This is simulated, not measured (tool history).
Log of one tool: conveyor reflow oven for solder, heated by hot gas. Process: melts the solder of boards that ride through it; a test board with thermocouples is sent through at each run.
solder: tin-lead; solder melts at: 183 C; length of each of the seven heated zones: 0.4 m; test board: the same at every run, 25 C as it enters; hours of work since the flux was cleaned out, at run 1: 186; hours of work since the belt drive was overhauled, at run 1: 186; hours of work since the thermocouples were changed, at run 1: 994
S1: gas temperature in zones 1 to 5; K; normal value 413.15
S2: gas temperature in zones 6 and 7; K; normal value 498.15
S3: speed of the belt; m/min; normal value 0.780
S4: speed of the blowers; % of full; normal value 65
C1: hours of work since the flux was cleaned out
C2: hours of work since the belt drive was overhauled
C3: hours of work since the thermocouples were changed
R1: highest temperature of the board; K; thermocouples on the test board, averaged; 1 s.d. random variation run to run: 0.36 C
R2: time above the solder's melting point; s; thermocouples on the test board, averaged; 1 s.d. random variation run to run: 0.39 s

run 1 hour=0.0 | S1=413.15 S2=498.15 S3=0.780 S4=65 | C1=186 C2=186 C3=994 | R1=476.75 R2=35.0
run 2 hour=36.9 | S1=413.15 S2=498.15 S3=0.780 S4=65 | C1=215 C2=215 C3=1022 | R1=476.35 R2=33.7
run 3 hour=80.8 | S1=413.15 S2=498.15 S3=0.780 S4=65 | C1=248 C2=248 C3=1056 | R1=475.85 R2=34.4
run 4 hour=134.0 | S1=413.15 S2=498.15 S3=0.780 S4=65 | C1=289 C2=289 C3=1097 | R1=476.25 R2=33.6
run 5 hour=200.8 | S1=413.15 S2=498.15 S3=0.780 S4=65 | C1=340 C2=340 C3=1148 | R1=475.75 R2=33.0
-- hour=271.8 flux residue cleaned out of gas plates and filters
run 6 hour=274.3 | S1=413.15 S2=498.15 S3=0.780 S4=89 | C1=2 C2=392 C3=1200 | R1=483.75 R2=42.2
-- hour=307.3 thermocouples of zones 6 and 7 changed
run 7 hour=318.4 | S1=413.15 S2=498.15 S3=0.666 S4=65 | C1=34 C2=424 C3=8 | R1=483.75 R2=50.4
run 8 hour=374.2 | S1=413.15 S2=498.15 S3=0.666 S4=65 | C1=77 C2=467 C3=51 | R1=483.05 R2=49.0
run 9 hour=416.3 | S1=413.15 S2=498.15 S3=0.780 S4=65 | C1=109 C2=499 C3=83 | R1=478.75 R2=37.5
run 10 hour=479.6 | S1=422.15 S2=498.15 S3=0.780 S4=65 | C1=157 C2=547 C3=132 | R1=480.45 R2=41.3
run 11 hour=533.6 | S1=413.15 S2=498.15 S3=0.937 S4=65 | C1=199 C2=589 C3=173 | R1=471.05 R2=21.8
run 12 hour=608.2 | S1=413.15 S2=498.15 S3=0.937 S4=65 | C1=255 C2=646 C3=230 | R1=470.05 R2=21.6
run 13 hour=660.3 | S1=413.15 S2=498.15 S3=0.780 S4=65 | C1=295 C2=685 C3=270 | R1=476.35 R2=35.8
run 14 hour=719.9 | S1=413.15 S2=498.15 S3=0.780 S4=65 | C1=341 C2=731 C3=315 | R1=476.65 R2=34.5
run 15 hour=773.5 | S1=413.15 S2=498.15 S3=0.759 S4=84 | C1=382 C2=772 C3=356 | R1=481.45 R2=42.1
-- hour=789.1 flux residue cleaned out of gas plates and filters
run 16 hour=825.3 | S1=413.15 S2=504.15 S3=0.759 S4=84 | C1=28 C2=808 C3=392 | R1=489.45 R2=48.1
run 17 hour=874.6 | S1=403.15 S2=498.15 S3=0.780 S4=75 | C1=65 C2=845 C3=430 | R1=479.05 R2=35.5
run 18 hour=954.8 | S1=427.15 S2=498.15 S3=0.682 S4=65 | C1=127 C2=906 C3=491 | R1=484.35 R2=55.8
run 19 hour=1009.3 | S1=427.15 S2=498.15 S3=0.812 S4=65 | C1=168 C2=948 C3=532 | R1=479.05 R2=41.4
-- hour=1079.0 belt drive overhauled, speed set with a stopwatch
run 20 hour=1084.8 | S1=412.15 S2=487.15 S3=0.821 S4=64 | C1=223 C2=4 C3=587 | R1=465.65 R2=18.8
run 21 hour=1149.9 | S1=400.15 S2=499.15 S3=0.913 S4=85 | C1=273 C2=54 C3=637 | R1=474.75 R2=23.9
run 22 hour=1188.3 | S1=400.15 S2=499.15 S3=0.913 S4=85 | C1=302 C2=83 C3=666 | R1=473.15 R2=23.8
run 23 hour=1247.4 | S1=400.15 S2=499.15 S3=0.913 S4=85 | C1=347 C2=129 C3=711 | R1=472.75 R2=23.3
-- hour=1306.5 flux residue cleaned out of gas plates and filters
run 24 hour=1306.5 | S1=413.15 S2=498.15 S3=0.797 S4=63 | C1=0 C2=170 C3=753 | R1=475.95 R2=33.4
run 25 hour=1353.1 | S1=413.15 S2=512.15 S3=0.629 S4=65 | C1=36 C2=206 C3=788 | R1=496.05 R2=62.1

Alternative continuations, all from the tool just after run 25; predict every row:
run A hour=1410.9 | S1=413.15 S2=498.15 S3=0.803 S4=65 | C1=80 C2=250 C3=832 | R1=? R2=?
run B hour=1410.9 | S1=409.15 S2=512.15 S3=0.629 S4=63 | C1=80 C2=250 C3=832 | R1=? R2=?
run C hour=1410.9 | S1=399.15 S2=512.15 S3=0.877 S4=65 | C1=80 C2=250 C3=832 | R1=? R2=?
run D hour=1410.9 | S1=413.15 S2=512.15 S3=0.667 S4=58 | C1=80 C2=250 C3=832 | R1=? R2=?
run E hour=1410.9 | S1=425.15 S2=513.15 S3=0.780 S4=66 | C1=80 C2=250 C3=832 | R1=? R2=?

run=A R1=476.45 R2=33.1
run=B R1=494.75 R2=59.7
run=C R1=480.45 R2=30.5
run=D R1=491.55 R2=55.0
run=E R1=491.85 R2=51.4
Had the tool no hidden state, the same runs would have come out as:
run=A R1=478.35 R2=34.9
run=B R1=496.65 R2=60.9
run=C R1=482.55 R2=32.1
run=D R1=493.45 R2=56.2
run=E R1=493.75 R2=52.4
